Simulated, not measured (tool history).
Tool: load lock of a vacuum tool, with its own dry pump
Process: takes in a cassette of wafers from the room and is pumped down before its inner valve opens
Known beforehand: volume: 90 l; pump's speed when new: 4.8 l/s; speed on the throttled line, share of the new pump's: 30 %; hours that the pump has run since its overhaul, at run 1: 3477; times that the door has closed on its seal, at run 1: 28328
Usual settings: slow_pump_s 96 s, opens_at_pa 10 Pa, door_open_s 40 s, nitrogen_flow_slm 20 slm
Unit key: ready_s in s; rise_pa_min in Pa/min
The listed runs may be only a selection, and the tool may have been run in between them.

run,hour,slow_pump_s,opens_at_pa,door_open_s,nitrogen_flow_slm,hours that the pump has run since its overhaul,times that the door has closed on its seal,"incoming humidity of the room's air, %",ready_s,rise_pa_min
1,0,96,10,40,20,3477,28328,45.2,246.4,0.097
2,47.6,96,10,40,20,3525,28560,45.1,246.6,0.096
3,131.7,96,10,40,20,3609,28968,45,246.3,0.092
4,202.8,96,10,40,20,3680,29315,45.2,250,0.097
5,288.6,115,10,40,20,3766,29732,44.5,259.9,0.098
6,382.3,115,10,40,20,3860,30187,44.6,259.4,0.102
7,446.6,96,13,40,20,3924,30500,42.7,243.2,0.104
8,521.8,96,13,40,20,3999,30865,43.6,242.9,0.1
9,605.5,96,13,40,20,4083,31273,45.7,240.9,0.109
10,688.9,96,10,67,20,4166,31678,39.9,246.3,0.109
11,753.4,96,10,34,20,4231,31992,43.3,246.4,0.113
12,833,96,10,34,20,4310,32379,46.2,250,0.115
13,896.4,96,10,34,20,4374,32687,46.4,249,0.117
14,992.7,96,10,40,20,4470,33156,45.9,248.6,0.119
15,1075.4,96,8,40,20,4553,33558,46,251.5,0.118
16,1151,96,9,40,20,4628,33925,44,251.6,0.109
17,1245.3,96,9,40,20,4723,34384,47.7,251,0.122
18,1317.1,96,9,57,20,4794,34733,43.1,252.6,0.122
19,1373.6,96,10,40,20,4851,35008,46.3,252.3,0.119
20,1454.4,66,9,39,12,4932,35400,43.7,228.4,0.129
21,1526.2,69,8,150,12,5004,35749,43.9,235.4,0.14
22,1571.6,53,8,61,18,5049,35970,47.7,226.5,0.129
23,1663.5,115,10,48,20,5141,36417,44.7,264,0.133
24,1724.5,115,10,48,20,5202,36714,45.8,264.7,0.127
25,1806.8,52,10,48,20,5284,37114,43,221.4,0.129
26,1864.2,52,10,48,20,5342,37393,42.9,221.5,0.139
27,1926.4,52,10,48,20,5404,37696,46.9,223.3,0.137
28,2013.5,52,10,48,7,5491,38119,44.2,220.7,0.147
29,2072,52,10,48,7,5549,38403,44.5,223.8,0.151
30,2121,52,10,40,5,5598,38642,47.3,220.6,0.148
31,2175.9,79,8,213,34,5653,38909,45.5,245,0.148
32,2271.8,96,18,34,9,5749,39375,47.4,238.9,0.153
33,2343.2,96,15,40,29,5821,39722,47.4,243.4,0.151

Forecast run 34:
34,2393.1,96,15,30,29,5871,39965,45.5,?,?

ready_s: 243.9 s
rise_pa_min: 0.146 Pa/min
Minus the tool's unlogged condition, the same run would have read ready_s 232.3 s, rise_pa_min 0.015 Pa/min.
